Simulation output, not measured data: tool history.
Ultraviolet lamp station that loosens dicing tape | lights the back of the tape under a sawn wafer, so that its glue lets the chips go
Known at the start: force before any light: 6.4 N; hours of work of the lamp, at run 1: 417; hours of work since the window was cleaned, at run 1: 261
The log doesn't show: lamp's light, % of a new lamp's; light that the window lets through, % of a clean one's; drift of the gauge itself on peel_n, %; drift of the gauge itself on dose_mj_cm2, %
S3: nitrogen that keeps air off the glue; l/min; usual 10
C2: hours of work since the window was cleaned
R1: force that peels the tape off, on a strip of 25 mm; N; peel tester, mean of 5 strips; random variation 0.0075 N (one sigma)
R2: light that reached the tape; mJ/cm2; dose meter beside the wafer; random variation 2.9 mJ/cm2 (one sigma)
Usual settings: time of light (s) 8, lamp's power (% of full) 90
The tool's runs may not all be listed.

run 1 hour=0 | time_of_light_(s)=8 lamp's_power_(%_of_full)=90 S3=10 | hours_of_work_of_the_lamp=417 C2=261 | R1=0.362 R2=332
run 2 hour=13.2 | time_of_light_(s)=8 lamp's_power_(%_of_full)=90 S3=10 | hours_of_work_of_the_lamp=423 C2=267 | R1=0.379 R2=329
run 3 hour=25.8 | time_of_light_(s)=8 lamp's_power_(%_of_full)=90 S3=10 | hours_of_work_of_the_lamp=429 C2=272 | R1=0.382 R2=332
run 4 hour=48.3 | time_of_light_(s)=8 lamp's_power_(%_of_full)=90 S3=10 | hours_of_work_of_the_lamp=439 C2=282 | R1=0.397 R2=334
run 5 hour=75.1 | time_of_light_(s)=8 lamp's_power_(%_of_full)=90 S3=10 | hours_of_work_of_the_lamp=451 C2=294 | R1=0.405 R2=322
run 6 hour=96.7 | time_of_light_(s)=8 lamp's_power_(%_of_full)=90 S3=10 | hours_of_work_of_the_lamp=460 C2=304 | R1=0.407 R2=322
run 7 hour=124 | time_of_light_(s)=7 lamp's_power_(%_of_full)=90 S3=10 | hours_of_work_of_the_lamp=472 C2=316 | R1=0.514 R2=282
run 8 hour=135.7 | time_of_light_(s)=7 lamp's_power_(%_of_full)=90 S3=10 | hours_of_work_of_the_lamp=477 C2=321 | R1=0.541 R2=277
run 9 hour=149.4 | time_of_light_(s)=7 lamp's_power_(%_of_full)=83 S3=8 | hours_of_work_of_the_lamp=484 C2=327 | R1=0.73 R2=256
run 10 hour=176.4 | time_of_light_(s)=8 lamp's_power_(%_of_full)=90 S3=4 | hours_of_work_of_the_lamp=496 C2=339 | R1=0.801 R2=315
-- hour=179.3 window cleaned of glue's vapour
run 11 hour=198.1 | time_of_light_(s)=13 lamp's_power_(%_of_full)=68 S3=5 | hours_of_work_of_the_lamp=505 C2=8 | R1=0.493 R2=374
run 12 hour=215.6 | time_of_light_(s)=13 lamp's_power_(%_of_full)=68 S3=5 | hours_of_work_of_the_lamp=513 C2=16 | R1=0.491 R2=372
run 13 hour=242.7 | time_of_light_(s)=6 lamp's_power_(%_of_full)=68 S3=4 | hours_of_work_of_the_lamp=525 C2=28 | R1=1.966 R2=168
run 14 hour=266.3 | time_of_light_(s)=6 lamp's_power_(%_of_full)=68 S3=3 | hours_of_work_of_the_lamp=535 C2=39 | R1=2.197 R2=171

The next listed run, before its measurement:
-- hour=274.5 window cleaned of glue's vapour, once more
run 15 hour=287.1 | time_of_light_(s)=6 lamp's_power_(%_of_full)=68 S3=3 | hours_of_work_of_the_lamp=544 C2=6 | R1=? R2=?

R1: 1.873 N
R2: 194 mJ/cm2
Without the tool's hidden state the same run would have given R1 1.455 N, R2 238 mJ/cm2.
